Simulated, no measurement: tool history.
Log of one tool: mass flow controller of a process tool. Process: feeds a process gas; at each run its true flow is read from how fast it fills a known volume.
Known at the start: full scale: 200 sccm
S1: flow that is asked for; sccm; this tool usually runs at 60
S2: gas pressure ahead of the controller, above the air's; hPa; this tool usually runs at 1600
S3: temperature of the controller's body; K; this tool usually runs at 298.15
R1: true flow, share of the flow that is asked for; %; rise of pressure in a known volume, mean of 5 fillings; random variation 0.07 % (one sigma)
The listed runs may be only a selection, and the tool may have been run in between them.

run	day	S1	S2	S3	R1
1	0.000	60	1600	298.15	97.78
2	5.333	60	1600	298.15	97.70
3	8.462	60	1600	298.15	97.55
4	13.600	60	1600	298.15	97.48
5	17.942	60	1600	298.15	97.37
6	22.479	60	1600	298.15	97.20
7	28.029	101	1600	298.15	98.09
8	31.562	101	1600	305.15	98.46
9	36.238	101	1600	305.15	98.33
10	40.017	136	1600	305.15	98.79
11	44.671	60	1890	298.15	96.60
12	47.558	60	1890	298.15	96.66
13	51.717	60	1890	298.15	96.59
14	55.021	60	1890	298.15	96.43
15	57.533	60	1600	298.15	96.54
16	62.204	60	1600	298.15	96.52
17	67.962	60	1600	302.15	96.67
18	70.783	60	1600	302.15	96.62
19	75.492	60	1600	302.15	96.46
20	79.208	60	1600	302.15	96.44
21	83.188	60	1600	302.15	96.38
22	88.571	60	1600	302.15	96.30
23	91.508	60	1600	302.15	96.31
24	94.688	60	1600	302.15	96.18
25	98.004	60	1860	312.15	96.46
26	103.550	171	1660	312.15	99.03
# day 104.108: controller's zero set anew
27	106.308	50	1420	309.15	94.87
28	108.975	90	2660	312.15	96.27
29	111.892	90	2660	312.15	96.32
30	115.021	51	2480	312.15	94.20
31	118.538	84	1840	311.15	96.38
32	124.225	23	2230	298.15	88.43
33	126.721	60	1680	309.15	95.10
# day 129.275: controller's zero set anew, once more
34	130.358	60	2530	298.15	97.09
35	134.333	25	1460	312.15	98.05
36	136.779	60	1640	297.15	97.58
37	139.329	23	1620	302.15	97.12
38	144.054	23	1620	302.15	97.08

Run 39 has not been measured yet. What should we expect?
39	147.479	23	1620	302.15	?

R1: 96.94 %
Minus the tool's unlogged condition, the same run would have read R1 98.85 %.
